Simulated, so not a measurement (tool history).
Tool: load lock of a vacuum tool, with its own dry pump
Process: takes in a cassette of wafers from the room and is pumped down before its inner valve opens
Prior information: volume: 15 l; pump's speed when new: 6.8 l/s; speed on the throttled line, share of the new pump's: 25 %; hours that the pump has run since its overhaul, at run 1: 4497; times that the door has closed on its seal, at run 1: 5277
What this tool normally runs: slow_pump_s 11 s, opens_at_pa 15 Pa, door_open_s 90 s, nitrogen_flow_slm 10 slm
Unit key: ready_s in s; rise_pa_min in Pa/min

run    hour  slow_pump_s  opens_at_pa  door_open_s  nitrogen_flow_slm  hours that the pump has run since its overhaul  times that the door has closed on its seal  incoming humidity of the room's air, %  ready_s  rise_pa_min
  1     0.0           11           15           90                 10                                            4497                                        5277                                    43.4     30.3        0.084
  2   131.6           11           15           28                 10                                            4629                                        5733                                    47.9     30.8        0.067
  3   321.9           11           15           90                 10                                            4819                                        6392                                    42.1     30.7        0.084
  4   576.2           11           15           90                 10                                            5074                                        7272                                    46.8     30.7        0.094
  5   835.5           11           15           90                 10                                            5333                                        8170                                    47.2     30.4        0.099
  6  1099.0           11           15           90                 10                                            5596                                        9082                                    45.6     31.3        0.096
  7  1220.3           11           15           98                 10                                            5718                                        9502                                    44.8     31.4        0.102
  8  1436.1           11           15           98                 10                                            5933                                       10250                                    45.7     31.2        0.108
  9  1659.0           11           15           98                 10                                            6156                                       11022                                    46.7     31.2        0.111
 10  1783.8           11           15           98                 10                                            6281                                       11454                                    46.3     31.1        0.117
 11  2044.5           11           15           98                 10                                            6542                                       12356                                    48.2     31.4        0.123
 12  2172.2           11           15           67                 10                                            6670                                       12798                                    45.4     31.6        0.111
 13  2372.7           11           15          237                 10                                            6870                                       13493                                    43.8     32.0        0.142
 14  2546.0           11           15           90                 10                                            7043                                       14093                                    44.9     31.7        0.126
 15  2789.6           11           15           90                 10                                            7287                                       14936                                    45.9     31.9        0.131
 16  3038.7           11           15           90                 10                                            7536                                       15799                                    46.7     31.9        0.137
 17  3299.2           11           15           90                 10                                            7797                                       16701                                    41.7     32.7        0.130
 18  3453.9           18           15           90                 10                                            7951                                       17237                                    43.0     37.2        0.148
 19  3618.4           18           15           90                 38                                            8116                                       17806                                    45.3     37.6        0.117
 20  3837.3           11           15           90                 19                                            8335                                       18564                                    46.8     32.5        0.138
 21  4004.2           12           17           90                  5                                            8502                                       19142                                    42.2     33.4        0.168
 22  4141.1            6           16          165                  7                                            8638                                       19616                                    44.6     29.6        0.181
 23  4324.6           17           16          165                  7                                            8822                                       20251                                    46.3     38.0        0.194
 24  4501.1           17           16          165                  7                                            8998                                       20863                                    48.9     37.2        0.198
     4678.5  -- dry pump taken out, an overhauled one fitted
 25  4693.3           17           16          165                  7                                              15                                       21507                                    45.2     32.2        0.198
 26  4954.6           13           15           90                  5                                             276                                       22412                                    45.7     29.6        0.193
 27  5206.4           11           21           90                 10                                             528                                       23284                                    43.9     26.9        0.186
 28  5446.4           15           20          215                 25                                             768                                       24115                                    47.0     30.8        0.199
 29  5631.6           11           25           90                 10                                             953                                       24756                                    45.6     27.2        0.203
 30  5760.6           19           14           61                 26                                            1082                                       25203                                    50.0     34.7        0.186
 31  5979.1           14           12          116                  5                                            1301                                       25960                                    46.0     31.1        0.233
 32  6224.9           14           12          116                  5                                            1546                                       26810                                    44.7     31.7        0.235
     6305.2  -- door's seal changed, seat wiped
 33  6447.9           11           21           90                 10                                            1768                                         494                                    42.1     28.2        0.072
 34  6638.8           11           19           35                 21                                            1959                                        1155                                    45.7     28.7        0.045
 35  6860.4            9           15           90                 10                                            2180                                        1922                                    43.7     27.6        0.076
 36  7111.6           11           15           90                  6                                            2432                                        2792                                    42.3     29.2        0.088
 37  7320.1            8           11           90                  6                                            2640                                        3514                                    45.1     27.4        0.092

Measured minus without-hidden-state, run by run (identical run-to-run variation in each term; gauge scatter may differ):
The hidden state here: pump's speed, % of a new pump's; leak at the door's seal, Pa l/s; drift of the gauge itself on ready_s, %; drift of the gauge itself on rise_pa_min, %.
run  ready_s  rise_pa_min
  1     +2.4       +0.012
  2     +2.5       +0.014
  3     +2.6       +0.016
  4     +2.7       +0.020
  5     +2.8       +0.023
  6     +3.0       +0.027
  7     +3.1       +0.028
  8     +3.3       +0.032
  9     +3.4       +0.035
 10     +3.4       +0.038
 11     +3.7       +0.042
 12     +3.7       +0.045
 13     +3.8       +0.047
 14     +4.0       +0.052
 15     +4.2       +0.056
 16     +4.2       +0.063
 17     +4.4       +0.067
 18     +4.2       +0.073
 19     +4.3       +0.074
 20     +4.8       +0.080
 21     +4.9       +0.085
 22     +5.4       +0.091
 23     +4.8       +0.094
 24     +4.9       +0.097
 25     +0.1       +0.102
 26     +0.2       +0.110
 27     +0.3       +0.114
 28     +0.5       +0.123
 29     +0.5       +0.129
 30     +0.5       +0.133
 31     +0.7       +0.141
 32     +0.8       +0.149
 33     +0.9       +0.001
 34     +0.9       +0.002
 35     +1.2       +0.003
 36     +1.2       +0.005
 37     +1.5       +0.007
